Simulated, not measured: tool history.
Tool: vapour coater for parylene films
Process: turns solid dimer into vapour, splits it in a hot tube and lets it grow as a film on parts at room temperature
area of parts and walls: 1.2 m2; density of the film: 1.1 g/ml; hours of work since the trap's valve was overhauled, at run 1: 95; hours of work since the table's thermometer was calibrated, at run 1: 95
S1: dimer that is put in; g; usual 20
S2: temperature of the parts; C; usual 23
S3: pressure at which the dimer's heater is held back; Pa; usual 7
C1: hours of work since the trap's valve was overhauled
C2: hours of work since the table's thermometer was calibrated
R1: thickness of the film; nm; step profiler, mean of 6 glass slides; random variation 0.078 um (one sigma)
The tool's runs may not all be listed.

Run 1, hour 0: usual settings; C1 95; C2 95. Result: R1 9120 nm.
Run 2, hour 29.5: usual settings; C1 118; C2 118. Result: R1 9060 nm.
Run 3, hour 65.9: usual settings; C1 146; C2 146. Result: R1 9090 nm.
Run 4, hour 106.4: usual settings; C1 177; C2 177. Result: R1 8870 nm.
Run 5, hour 143.8: usual settings; C1 206; C2 206. Result: R1 8810 nm.
Run 6, hour 162: usual settings; C1 221; C2 221. Result: R1 8730 nm.
Run 7, hour 193.6: usual settings but S1 24 g; C1 245; C2 245. Result: R1 10580 nm.
Run 8, hour 233.6: usual settings but S1 24 g; C1 276; C2 276. Result: R1 10290 nm.
Run 9, hour 262.8: usual settings but S1 24 g; C1 299; C2 299. Result: R1 10340 nm.
Run 10, hour 285: usual settings but S1 24 g; C1 316; C2 316. Result: R1 10290 nm.
Run 11, hour 326.3: usual settings; C1 348; C2 348. Result: R1 8570 nm.
Run 12, hour 348.5: usual settings; C1 365; C2 365. Result: R1 8570 nm.
Run 13, hour 365.7: usual settings; C1 379; C2 379. Result: R1 8480 nm.
Run 14, hour 383.5: usual settings; C1 393; C2 393. Result: R1 8470 nm.
Run 15, hour 413.9: usual settings; C1 416; C2 416. Result: R1 8270 nm.
At hour 433: trap's valve overhauled.
Run 16, hour 455.7: usual settings but S2 19 C, S3 4.95 Pa; C1 18; C2 446. Result: R1 10560 nm.
Run 17, hour 474.4: usual settings but S1 14 g, S3 2.75 Pa; C1 32; C2 460. Result: R1 7550 nm.
Run 18, hour 495.6: usual settings but S1 14 g, S3 2.75 Pa; C1 49; C2 477. Result: R1 7510 nm.
Run 19, hour 521.4: usual settings but S1 14 g, S3 2.75 Pa; C1 69; C2 497. Result: R1 7430 nm.
Run 20, hour 546.9: usual settings but S1 14 g, S2 17 C, S3 3.2 Pa; C1 88; C2 516. Result: R1 7900 nm.
Run 21, hour 588.4: usual settings but S1 21 g, S2 17 C, S3 7.6 Pa; C1 121; C2 549. Result: R1 10210 nm.
Run 22, hour 628.9: usual settings but S1 21 g, S3 7.6 Pa; C1 152; C2 580. Result: R1 9270 nm.
Run 23, hour 651.9: usual settings but S1 21 g, S3 7.6 Pa; C1 170; C2 598. Result: R1 9170 nm.
Run 24, hour 682.5: usual settings but S1 11 g, S2 20 C, S3 2.05 Pa; C1 194; C2 622. Result: R1 6290 nm.
Run 25, hour 700.3: usual settings but S1 11 g, S2 32 C, S3 3.83 Pa; C1 208; C2 635. Result: R1 4590 nm.
Run 26, hour 742.9: usual settings but S1 11 g, S2 32 C, S3 3.83 Pa; C1 241; C2 669. Result: R1 4710 nm.
Run 27, hour 773.2: usual settings but S1 34 g, S2 15 C, S3 4.01 Pa; C1 264; C2 692. Result: R1 18170 nm.
Run 28, hour 790.5: usual settings but S1 17 g, S3 3.52 Pa; C1 278; C2 706. Result: R1 8330 nm.
Run 29, hour 820.6: usual settings but S1 9 g, S2 18 C, S3 8.89 Pa; C1 301; C2 729. Result: R1 4000 nm.

Forecast each of these 5 alternatives for the next run:
Run A, hour 849.8: usual settings but S1 18 g, S2 21 C, S3 4.84 Pa; C1 324; C2 752. Result: R1 ?.
Run B, hour 849.8: usual settings but S1 27 g, S2 28 C, S3 3.66 Pa; C1 324; C2 752. Result: R1 ?.
Run C, hour 849.8: usual settings but S1 17 g, S3 3.17 Pa; C1 324; C2 752. Result: R1 ?.
Run D, hour 849.8: usual settings but S2 25 C, S3 2.64 Pa; C1 324; C2 752. Result: R1 ?.
Run E, hour 849.8: usual settings but S3 2.41 Pa; C1 324; C2 752. Result: R1 ?.

run     R1
  A   8460
  B  12010
  C   8330
  D   9840
  E  10330
Without the tool's hidden state the same runs would have given:
run     R1
  A   9290
  B  13190
  C   9150
  D  10810
  E  11350
